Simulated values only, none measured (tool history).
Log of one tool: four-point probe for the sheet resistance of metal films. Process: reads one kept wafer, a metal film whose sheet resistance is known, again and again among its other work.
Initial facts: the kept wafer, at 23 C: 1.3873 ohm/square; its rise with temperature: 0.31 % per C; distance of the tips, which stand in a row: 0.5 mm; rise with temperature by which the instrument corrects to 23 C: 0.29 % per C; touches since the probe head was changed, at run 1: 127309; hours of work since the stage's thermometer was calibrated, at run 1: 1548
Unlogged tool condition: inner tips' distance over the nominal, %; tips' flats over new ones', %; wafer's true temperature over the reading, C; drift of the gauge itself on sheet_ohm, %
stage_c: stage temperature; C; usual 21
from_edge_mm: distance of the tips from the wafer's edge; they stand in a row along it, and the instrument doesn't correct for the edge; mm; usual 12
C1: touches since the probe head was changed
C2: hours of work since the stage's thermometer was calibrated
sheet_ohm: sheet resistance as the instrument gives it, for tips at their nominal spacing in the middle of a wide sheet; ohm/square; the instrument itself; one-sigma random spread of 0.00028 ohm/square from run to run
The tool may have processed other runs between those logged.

run 1 day=0.000 | stage_c=21 from_edge_mm=12 | C1=127309 C2=1548 | sheet_ohm=1.370857
run 2 day=1.250 | stage_c=21 from_edge_mm=12 | C1=128956 C2=1569 | sheet_ohm=1.370329
run 3 day=3.008 | stage_c=23 from_edge_mm=12 | C1=131264 C2=1598 | sheet_ohm=1.370609
run 4 day=4.596 | stage_c=22 from_edge_mm=12 | C1=133357 C2=1624 | sheet_ohm=1.370115
run 5 day=6.671 | stage_c=22 from_edge_mm=12 | C1=136087 C2=1658 | sheet_ohm=1.369780
run 6 day=9.092 | stage_c=30 from_edge_mm=12 | C1=139272 C2=1697 | sheet_ohm=1.371633
run 7 day=11.258 | stage_c=30 from_edge_mm=12 | C1=142118 C2=1733 | sheet_ohm=1.370752
run 8 day=13.758 | stage_c=21 from_edge_mm=4 | C1=145410 C2=1774 | sheet_ohm=1.378089
run 9 day=15.938 | stage_c=21 from_edge_mm=4 | C1=148276 C2=1810 | sheet_ohm=1.377996
-- day=16.404 new probe head fitted
run 10 day=18.738 | stage_c=25 from_edge_mm=12 | C1=3070 C2=1855 | sheet_ohm=1.392231
run 11 day=20.771 | stage_c=25 from_edge_mm=12 | C1=5742 C2=1888 | sheet_ohm=1.391498
-- day=22.929 stage's thermometer calibrated
run 12 day=22.967 | stage_c=21 from_edge_mm=5 | C1=8606 C2=1 | sheet_ohm=1.396091
run 13 day=24.525 | stage_c=21 from_edge_mm=5 | C1=10654 C2=26 | sheet_ohm=1.395448
run 14 day=26.904 | stage_c=21 from_edge_mm=12 | C1=13785 C2=65 | sheet_ohm=1.388813
-- day=27.567 stage's thermometer calibrated, once more
run 15 day=28.817 | stage_c=21 from_edge_mm=12 | C1=16274 C2=20 | sheet_ohm=1.390023
run 16 day=30.608 | stage_c=35 from_edge_mm=12 | C1=18631 C2=50 | sheet_ohm=1.393643
run 17 day=32.929 | stage_c=21 from_edge_mm=12 | C1=21682 C2=88 | sheet_ohm=1.389371
run 18 day=35.050 | stage_c=21 from_edge_mm=12 | C1=24474 C2=123 | sheet_ohm=1.389544
run 19 day=37.762 | stage_c=21 from_edge_mm=12 | C1=28039 C2=167 | sheet_ohm=1.388498
run 20 day=39.567 | stage_c=27 from_edge_mm=12 | C1=30412 C2=197 | sheet_ohm=1.390035
run 21 day=40.712 | stage_c=21 from_edge_mm=12 | C1=31921 C2=216 | sheet_ohm=1.387673
run 22 day=42.317 | stage_c=21 from_edge_mm=8 | C1=34032 C2=242 | sheet_ohm=1.389031
run 23 day=44.450 | stage_c=23 from_edge_mm=21 | C1=36840 C2=277 | sheet_ohm=1.386727
run 24 day=46.129 | stage_c=23 from_edge_mm=21 | C1=39051 C2=305 | sheet_ohm=1.386344
run 25 day=47.946 | stage_c=18 from_edge_mm=30 | C1=41436 C2=334 | sheet_ohm=1.384125
run 26 day=50.729 | stage_c=18 from_edge_mm=30 | C1=45101 C2=380 | sheet_ohm=1.384052
run 27 day=52.996 | stage_c=26 from_edge_mm=5 | C1=48079 C2=417 | sheet_ohm=1.393142
run 28 day=55.679 | stage_c=26 from_edge_mm=5 | C1=51610 C2=461 | sheet_ohm=1.392270
run 29 day=57.488 | stage_c=32 from_edge_mm=36 | C1=53991 C2=491 | sheet_ohm=1.386608
run 30 day=59.675 | stage_c=32 from_edge_mm=36 | C1=56867 C2=527 | sheet_ohm=1.386340
run 31 day=62.446 | stage_c=32 from_edge_mm=25 | C1=60511 C2=572 | sheet_ohm=1.386004
run 32 day=64.771 | stage_c=34 from_edge_mm=4 | C1=63572 C2=610 | sheet_ohm=1.397248
run 33 day=66.917 | stage_c=34 from_edge_mm=4 | C1=66395 C2=646 | sheet_ohm=1.397169
run 34 day=69.446 | stage_c=21 from_edge_mm=23 | C1=69723 C2=687 | sheet_ohm=1.381353
run 35 day=70.821 | stage_c=21 from_edge_mm=23 | C1=71528 C2=710 | sheet_ohm=1.381059
run 36 day=72.242 | stage_c=29 from_edge_mm=3 | C1=73399 C2=733 | sheet_ohm=1.403212
run 37 day=74.500 | stage_c=26 from_edge_mm=12 | C1=76370 C2=770 | sheet_ohm=1.382692
run 38 day=76.138 | stage_c=21 from_edge_mm=9 | C1=78521 C2=797 | sheet_ohm=1.381950
run 39 day=77.796 | stage_c=21 from_edge_mm=35 | C1=80705 C2=824 | sheet_ohm=1.379385
run 40 day=80.042 | stage_c=21 from_edge_mm=35 | C1=83661 C2=861 | sheet_ohm=1.379173
run 41 day=81.538 | stage_c=21 from_edge_mm=35 | C1=85626 C2=886 | sheet_ohm=1.378140
run 42 day=83.808 | stage_c=28 from_edge_mm=8 | C1=88617 C2=923 | sheet_ohm=1.383383
run 43 day=85.079 | stage_c=20 from_edge_mm=39 | C1=90289 C2=944 | sheet_ohm=1.377772
run 44 day=87.454 | stage_c=19 from_edge_mm=4 | C1=93410 C2=983 | sheet_ohm=1.388555

What if the next run were any one of these 5? Each begins from the tool's condition after run 44:
run A day=89.058 | stage_c=25 from_edge_mm=6 | C1=95519 C2=1009 | sheet_ohm=?
run B day=89.058 | stage_c=28 from_edge_mm=8 | C1=95519 C2=1009 | sheet_ohm=?
run C day=89.058 | stage_c=18 from_edge_mm=64 | C1=95519 C2=1009 | sheet_ohm=?
run D day=89.058 | stage_c=21 from_edge_mm=45 | C1=95519 C2=1009 | sheet_ohm=?
run E day=89.058 | stage_c=28 from_edge_mm=45 | C1=95519 C2=1009 | sheet_ohm=?

run=A sheet_ohm=1.383730
run=B sheet_ohm=1.382345
run=C sheet_ohm=1.376454
run=D sheet_ohm=1.377798
run=E sheet_ohm=1.379893
With no hidden state in the tool, these same runs would have given:
run=A sheet_ohm=1.393274
run=B sheet_ohm=1.391875
run=C sheet_ohm=1.385964
run=D sheet_ohm=1.387312
run=E sheet_ohm=1.389407
